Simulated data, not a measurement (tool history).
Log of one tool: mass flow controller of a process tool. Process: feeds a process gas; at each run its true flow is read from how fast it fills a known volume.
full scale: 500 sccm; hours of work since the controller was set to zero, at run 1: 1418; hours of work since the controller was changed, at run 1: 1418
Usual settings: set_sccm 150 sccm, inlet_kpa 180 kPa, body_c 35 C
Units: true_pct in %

run	hour	set_sccm	inlet_kpa	body_c	hours of work since the controller was set to zero	hours of work since the controller was changed	true_pct
1	0	150	180	35	1418	1418	99.23
2	145.8	150	180	35	1487	1487	99.13
3	262.6	150	180	32	1543	1543	98.83
4	352.4	150	180	29	1586	1586	98.59
5	444.3	150	180	29	1630	1630	98.55
6	516.6	150	180	29	1665	1665	98.49
7	633.8	150	180	35	1721	1721	99.19
8	706.4	150	180	35	1755	1755	99.27
9	846	150	180	35	1822	1822	99.27
10	992.7	150	180	35	1892	1892	99.27
11	1136.2	86	180	26	1961	1961	98.68
12	1220.2	150	180	22	2001	2001	97.75
13	1329.2	166	194	20	2053	2053	97.55
14	1460.3	78	226	20	2115	2115	98.58
15	1533.6	278	160	25	2150	2150	98.17
16	1688.1	150	220	35	2224	2224	99.3
17	1782.7	188	241	22	2269	2269	97.79
18	1887.5	64	198	27	2319	2319	99.94
19	1983.2	150	194	39	2365	2365	99.72
20	2114	82	195	35	2428	2428	100.22

5 ways to go on from here, each from the tool as it stands after run 20. What would each give?
A	2234.1	150	194	35	2485	2485	?
B	2234.1	82	195	33	2485	2485	?
C	2234.1	82	157	39	2485	2485	?
D	2234.1	120	180	35	2485	2485	?
E	2234.1	82	263	24	2485	2485	?

run	true_pct
A	99.34
B	100.08
C	100.56
D	99.52
E	99.32
Without the tool's hidden state the same runs would have given:
run	true_pct
A	98.96
B	98.38
C	98.86
D	98.74
E	97.61
